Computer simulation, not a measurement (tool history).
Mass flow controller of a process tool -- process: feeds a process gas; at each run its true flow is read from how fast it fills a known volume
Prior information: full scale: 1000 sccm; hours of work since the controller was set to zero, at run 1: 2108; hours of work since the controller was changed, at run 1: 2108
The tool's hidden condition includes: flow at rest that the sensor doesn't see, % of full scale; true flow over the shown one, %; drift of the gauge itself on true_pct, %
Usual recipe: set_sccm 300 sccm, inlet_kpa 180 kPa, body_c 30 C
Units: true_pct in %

run,hour,set_sccm,inlet_kpa,body_c,hours of work since the controller was set to zero,hours of work since the controller was changed,true_pct
1,0.0,300,180,30,2108,2108,97.01
2,73.6,300,180,24,2158,2158,97.26
3,185.0,300,180,30,2235,2235,97.11
4,295.3,300,180,30,2310,2310,96.87
5,367.3,300,143,30,2360,2360,97.02
6,475.9,123,180,30,2434,2434,94.27
7,582.3,123,180,30,2507,2507,94.32
8,673.5,300,224,30,2570,2570,96.91
9,737.3,300,224,30,2613,2613,96.84
10,825.5,300,224,30,2674,2674,96.90
11,892.3,183,180,30,2720,2720,95.43
12,986.4,183,180,30,2784,2784,95.43
13,1057.9,300,180,21,2833,2833,97.03
14,1138.4,300,180,24,2888,2888,96.94
15,1260.4,300,180,30,2972,2972,96.82
16,1357.3,300,180,30,3039,3039,96.81
17,1461.4,300,180,30,3110,3110,96.67
18,1547.0,300,180,30,3169,3169,96.79
19,1597.7,300,180,30,3203,3203,96.65
20,1699.8,300,180,36,3273,3273,96.49
21,1771.6,300,180,36,3323,3323,96.51
22,1874.1,171,180,30,3393,3393,94.75
23,1939.3,171,180,30,3438,3438,94.64
# hour 1947.4: controller's zero set anew
24,2018.3,171,180,30,49,3492,93.50
25,2125.5,171,180,30,122,3565,93.55
26,2218.0,106,191,30,186,3628,90.19
27,2328.9,350,251,28,262,3704,96.35
28,2445.3,350,251,28,341,3784,96.41
# hour 2453.8: controller's zero set anew, once more
29,2542.3,300,141,30,61,3851,98.72
30,2636.3,300,141,22,125,3915,99.00
31,2727.7,171,180,26,188,3978,98.28
32,2835.3,247,180,27,262,4051,98.37
33,2946.0,117,180,30,338,4127,97.66
34,3008.1,141,264,39,380,4170,97.47
35,3125.8,166,248,20,461,4251,98.11
36,3210.0,166,248,20,519,4308,98.07
37,3282.1,166,248,25,568,4358,97.87
38,3363.9,510,204,25,624,4414,99.14
39,3443.2,101,152,23,678,4468,97.29
40,3567.4,136,153,30,764,4553,97.35
41,3690.4,136,215,30,848,4638,97.21
42,3761.7,774,166,30,897,4687,99.94
43,3828.1,774,166,30,942,4732,99.92
44,3883.6,774,168,29,980,4770,100.12
45,3948.0,220,168,29,1025,4814,97.86
46,4009.8,240,144,27,1067,4857,98.16
47,4113.4,240,144,27,1138,4928,98.11
48,4219.8,165,144,27,1211,5001,97.52
49,4301.4,162,262,32,1267,5057,97.01

What differs in the tool's unlogged condition from the final listed run ahead of each entry between runs to the first listed run following it?
From run 23 to run 24: controller's zero set anew (hour 1947.4)
  flow at rest that the sensor doesn't see, % of full scale: -0.628 -> -0.819; true flow over the shown one, %: 0.62 -> 0.63
  measured less the result without the state, true_pct: -3.05 -> -4.16 %
From run 28 to run 29: controller's zero set anew, once more (hour 2453.8)
  flow at rest that the sensor doesn't see, % of full scale: -0.871 -> -0.025; true flow over the shown one, %: 0.68 -> 0.7
  measured less the result without the state, true_pct: -1.81 -> +0.61 %
